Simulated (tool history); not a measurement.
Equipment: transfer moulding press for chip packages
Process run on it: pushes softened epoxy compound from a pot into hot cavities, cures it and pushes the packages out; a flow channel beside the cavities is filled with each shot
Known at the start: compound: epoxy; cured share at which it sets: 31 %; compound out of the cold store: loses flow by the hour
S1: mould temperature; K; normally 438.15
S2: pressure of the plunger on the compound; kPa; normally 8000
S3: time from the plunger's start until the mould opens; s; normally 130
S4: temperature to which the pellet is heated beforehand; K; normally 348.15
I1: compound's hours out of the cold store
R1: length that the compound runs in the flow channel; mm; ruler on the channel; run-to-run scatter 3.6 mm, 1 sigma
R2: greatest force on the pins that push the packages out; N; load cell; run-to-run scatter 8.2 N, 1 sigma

{"run": 1, "hour": 0.0, "S1": 438.15, "S2": 8000, "S3": 130, "S4": 348.15, "I1": 42.7, "R1": 659, "R2": 468}
{"run": 2, "hour": 11.4, "S1": 438.15, "S2": 8000, "S3": 130, "S4": 348.15, "I1": 25.5, "R1": 707, "R2": 522}
{"run": 3, "hour": 21.6, "S1": 438.15, "S2": 8000, "S3": 130, "S4": 348.15, "I1": 17.1, "R1": 738, "R2": 587}
{"run": 4, "hour": 40.0, "S1": 438.15, "S2": 8000, "S3": 130, "S4": 348.15, "I1": 36.4, "R1": 675, "R2": 595}
{"run": 5, "hour": 53.8, "S1": 438.15, "S2": 8000, "S3": 130, "S4": 348.15, "I1": 29.3, "R1": 693, "R2": 639}
{"hour": 65.0, "done": "cavities cleaned with cleaning compound and waxed"}
{"run": 6, "hour": 72.3, "S1": 438.15, "S2": 6100, "S3": 130, "S4": 348.15, "I1": 18.4, "R1": 635, "R2": 413}
{"run": 7, "hour": 89.2, "S1": 438.15, "S2": 6100, "S3": 130, "S4": 348.15, "I1": 20.1, "R1": 635, "R2": 475}
{"run": 8, "hour": 100.4, "S1": 438.15, "S2": 6100, "S3": 130, "S4": 348.15, "I1": 13.4, "R1": 654, "R2": 501}
{"run": 9, "hour": 110.6, "S1": 438.15, "S2": 7090, "S3": 130, "S4": 348.15, "I1": 47.0, "R1": 611, "R2": 515}
{"run": 10, "hour": 124.9, "S1": 438.15, "S2": 7090, "S3": 130, "S4": 348.15, "I1": 27.7, "R1": 659, "R2": 574}
{"run": 11, "hour": 142.8, "S1": 438.15, "S2": 7090, "S3": 130, "S4": 357.15, "I1": 47.9, "R1": 604, "R2": 592}
{"hour": 146.5, "done": "mould's thermocouples calibrated"}
{"run": 12, "hour": 154.7, "S1": 438.15, "S2": 8000, "S3": 130, "S4": 348.15, "I1": 43.2, "R1": 662, "R2": 609}
{"run": 13, "hour": 169.5, "S1": 438.15, "S2": 8000, "S3": 130, "S4": 348.15, "I1": 42.1, "R1": 652, "R2": 631}
{"hour": 173.2, "done": "cavities cleaned with cleaning compound and waxed"}
{"run": 14, "hour": 184.1, "S1": 438.15, "S2": 8000, "S3": 130, "S4": 348.15, "I1": 26.9, "R1": 705, "R2": 423}
{"run": 15, "hour": 194.6, "S1": 438.15, "S2": 8000, "S3": 130, "S4": 348.15, "I1": 32.2, "R1": 689, "R2": 448}
{"run": 16, "hour": 212.5, "S1": 442.15, "S2": 6100, "S3": 130, "S4": 354.15, "I1": 23.1, "R1": 611, "R2": 456}
{"run": 17, "hour": 222.3, "S1": 442.15, "S2": 6100, "S3": 130, "S4": 354.15, "I1": 30.4, "R1": 599, "R2": 475}
{"hour": 227.9, "done": "mould's thermocouples calibrated, once more"}
{"run": 18, "hour": 234.2, "S1": 438.15, "S2": 8610, "S3": 126, "S4": 348.15, "I1": 21.1, "R1": 745, "R2": 580}
{"run": 19, "hour": 247.8, "S1": 431.15, "S2": 8000, "S3": 117, "S4": 348.15, "I1": 37.4, "R1": 691, "R2": 1151}
{"run": 20, "hour": 259.7, "S1": 445.15, "S2": 8000, "S3": 130, "S4": 348.15, "I1": 42.8, "R1": 630, "R2": 531}
{"run": 21, "hour": 273.7, "S1": 438.15, "S2": 8510, "S3": 130, "S4": 343.15, "I1": 33.4, "R1": 701, "R2": 652}
{"hour": 281.3, "done": "cavities cleaned with cleaning compound and waxed"}
{"run": 22, "hour": 289.9, "S1": 439.15, "S2": 8000, "S3": 130, "S4": 346.15, "I1": 26.4, "R1": 698, "R2": 385}
{"run": 23, "hour": 298.2, "S1": 438.15, "S2": 8000, "S3": 151, "S4": 357.15, "I1": 34.1, "R1": 678, "R2": 392}
{"run": 24, "hour": 315.3, "S1": 438.15, "S2": 8000, "S3": 151, "S4": 357.15, "I1": 12.5, "R1": 739, "R2": 423}
{"run": 25, "hour": 327.6, "S1": 434.15, "S2": 6210, "S3": 120, "S4": 351.15, "I1": 33.2, "R1": 607, "R2": 761}
{"run": 26, "hour": 337.2, "S1": 433.15, "S2": 8970, "S3": 119, "S4": 348.15, "I1": 26.6, "R1": 753, "R2": 928}
{"run": 27, "hour": 351.5, "S1": 433.15, "S2": 8970, "S3": 119, "S4": 348.15, "I1": 38.6, "R1": 720, "R2": 921}

Some steps in R1, run to run, broken into two amounts with sign: the step expected even without the hidden condition (settings, incoming material, random variation), and the rest, left for the hidden condition together with whatever gauge scatter is not in both the measured and the hidden-condition-free result:
The tool's hidden condition here consists of: true mould temperature over the reading, C; pressure that reaches the compound, % of what is set; grip of the stained cavities, % over clean ones'; drift of the gauge itself on flow_mm, %; drift of the gauge itself on push_out_n, %.
Run 17 -> 18: S1 442.15 -> 438.15, S2 6100 -> 8610, S3 130 -> 126, S4 354.15 -> 348.15, mould's thermocouples calibrated, once more. R1 +146 mm: hidden state -3, all else +149.
Run 25 -> 26: S1 434.15 -> 433.15, S2 6210 -> 8970, S3 120 -> 119, S4 351.15 -> 348.15. R1 +146 mm: hidden state -4, all else +150.

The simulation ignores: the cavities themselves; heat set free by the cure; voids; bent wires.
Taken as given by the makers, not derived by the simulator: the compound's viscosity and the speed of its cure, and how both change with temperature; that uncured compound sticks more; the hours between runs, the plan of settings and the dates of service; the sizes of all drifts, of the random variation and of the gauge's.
